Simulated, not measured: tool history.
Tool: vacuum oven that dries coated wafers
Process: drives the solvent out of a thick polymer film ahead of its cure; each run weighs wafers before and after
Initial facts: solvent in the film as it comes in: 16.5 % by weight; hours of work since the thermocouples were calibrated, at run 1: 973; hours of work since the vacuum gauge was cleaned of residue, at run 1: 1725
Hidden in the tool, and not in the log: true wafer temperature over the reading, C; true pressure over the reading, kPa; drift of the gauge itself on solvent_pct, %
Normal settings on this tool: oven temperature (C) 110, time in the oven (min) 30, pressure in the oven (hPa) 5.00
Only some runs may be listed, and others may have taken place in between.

run	hour	oven temperature (C)	time in the oven (min)	pressure in the oven (hPa)	hours of work since the thermocouples were calibrated	hours of work since the vacuum gauge was cleaned of residue	solvent left in the film (%)
1	0.0	110	30	5.00	973	1725	1.36
2	96.5	110	30	5.00	1045	1797	1.36
3	152.4	110	30	5.00	1086	1839	1.38
4	227.4	110	30	5.00	1143	1895	1.44
5	316.7	110	30	5.00	1209	1961	1.36
6	399.3	110	30	5.00	1271	2023	1.36
7	470.2	114	30	5.00	1324	2076	0.87
8	536.5	110	30	5.00	1374	2126	1.32
9	626.2	110	30	5.00	1441	2193	1.29
10	687.9	110	30	5.00	1487	2239	1.26
11	784.3	110	30	5.00	1559	2311	1.32
12	857.6	110	30	5.00	1614	2366	1.29
13	938.3	110	30	5.00	1674	2426	1.23
14	995.3	110	30	5.00	1716	2468	1.27
# hour 1049.3: oven's thermocouples calibrated
15	1058.1	110	30	5.00	7	2514	1.77
16	1114.9	110	30	5.00	49	2556	1.80
17	1202.0	110	30	5.00	114	2621	1.80
18	1296.5	110	30	5.00	185	2692	1.74
19	1350.4	110	30	5.00	225	2732	1.74
20	1393.9	110	30	5.00	258	2765	1.76
# hour 1482.4: vacuum gauge cleaned of residue and calibrated
21	1488.5	114	19	5.00	327	5	2.61
22	1575.1	110	27	12.96	392	69	2.18
23	1635.1	120	37	13.31	437	114	0.52
24	1713.2	100	31	5.00	495	172	3.14
25	1788.7	116	26	7.32	552	229	1.24
26	1883.8	116	26	7.32	623	300	1.26
27	1935.5	99	16	5.00	661	339	6.38
28	1998.8	110	41	5.13	708	386	0.75
29	2072.4	109	29	3.12	764	441	1.69
30	2162.7	109	29	3.12	831	508	1.63
31	2253.1	111	51	3.84	899	576	0.38
32	2296.0	111	51	3.84	931	608	0.43
33	2355.7	111	51	3.84	975	653	0.34
34	2432.2	124	17	8.73	1032	710	1.41
35	2492.1	103	41	2.71	1077	755	1.31
36	2556.8	103	24	2.71	1126	803	3.41
37	2652.1	110	18	17.38	1197	874	3.65
38	2701.8	110	18	17.38	1234	911	3.66
39	2791.5	107	19	4.24	1301	978	3.66

Hidden state or all else? Some run-to-run changes of solvent left in the film (%), split into what the settings, what came in and random variation would give without the hidden state, and what is left for the hidden state (with any gauge scatter that isn't in both results):
Run 14 -> 15: oven's thermocouples calibrated. solvent left in the film (%) +0.50: hidden state +0.56, all else -0.06.
Run 20 -> 21: oven temperature (C) 110 -> 114, time in the oven (min) 30 -> 19, vacuum gauge cleaned of residue and calibrated. solvent left in the film (%) +0.85: hidden state -0.16, all else +1.01.
Run 23 -> 24: oven temperature (C) 120 -> 100, time in the oven (min) 37 -> 31, pressure in the oven (hPa) 13.31 -> 5.00. solvent left in the film (%) +2.62: hidden state -0.09, all else +2.71.
Run 26 -> 27: oven temperature (C) 116 -> 99, time in the oven (min) 26 -> 16, pressure in the oven (hPa) 7.32 -> 5.00. solvent left in the film (%) +5.12: hidden state -0.10, all else +5.22.
Run 27 -> 28: oven temperature (C) 99 -> 110, time in the oven (min) 16 -> 41, pressure in the oven (hPa) 5.00 -> 5.13. solvent left in the film (%) -5.63: hidden state +0.12, all else -5.75.
Run 33 -> 34: oven temperature (C) 111 -> 124, time in the oven (min) 51 -> 17, pressure in the oven (hPa) 3.84 -> 8.73. solvent left in the film (%) +1.07: hidden state -0.16, all else +1.23.
